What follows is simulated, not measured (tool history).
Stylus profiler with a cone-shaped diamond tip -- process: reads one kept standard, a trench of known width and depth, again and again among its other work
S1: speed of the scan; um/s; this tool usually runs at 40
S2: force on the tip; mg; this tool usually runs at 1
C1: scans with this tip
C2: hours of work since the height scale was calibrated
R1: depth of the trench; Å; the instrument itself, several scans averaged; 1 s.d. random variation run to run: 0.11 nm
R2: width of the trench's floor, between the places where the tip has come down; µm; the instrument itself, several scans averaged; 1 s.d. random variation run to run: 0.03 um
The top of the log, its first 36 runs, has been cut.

run 37 day=142.567 | S1=17 S2=1.45 | C1=12907 C2=864 | R1=2019.1 R2=46.36
-- day=144.358 height scale calibrated on a step standard
run 38 day=147.408 | S1=105 S2=0.37 | C1=13844 C2=40 | R1=2005.5 R2=44.75
run 39 day=149.933 | S1=105 S2=0.37 | C1=14334 C2=72 | R1=2003.3 R2=44.74
run 40 day=152.729 | S1=20 S2=1.38 | C1=14878 C2=109 | R1=2012.6 R2=46.17
run 41 day=156.962 | S1=20 S2=1.38 | C1=15700 C2=164 | R1=2012.4 R2=46.2
run 42 day=161.85 | S1=20 S2=1.38 | C1=16650 C2=227 | R1=2014.1 R2=46.15
run 43 day=166.696 | S1=20 S2=1.38 | C1=17592 C2=291 | R1=2013.1 R2=46.16
run 44 day=170.833 | S1=13 S2=2.77 | C1=18396 C2=344 | R1=2020.1 R2=46.13
run 45 day=173.996 | S1=40 S2=0.79 | C1=19011 C2=386 | R1=2011.9 R2=45.8

Forecast each of these 4 alternatives for the next run:
run A day=177.279 | S1=27 S2=0.52 | C1=19648 C2=428 | R1=? R2=?
run B day=177.279 | S1=12 S2=0.9 | C1=19648 C2=428 | R1=? R2=?
run C day=177.279 | S1=40 S2=0.61 | C1=19648 C2=428 | R1=? R2=?
run D day=177.279 | S1=62 S2=0.71 | C1=19648 C2=428 | R1=? R2=?

run=A R1=2009.9 R2=45.87
run=B R1=2010 R2=46.02
run=C R1=2009.9 R2=45.67
run=D R1=2011.3 R2=45.5
What these runs would have given with no unlogged condition in the tool:
run=A R1=2006.1 R2=46.89
run=B R1=2006.2 R2=47.03
run=C R1=2006.1 R2=46.68
run=D R1=2007.5 R2=46.52
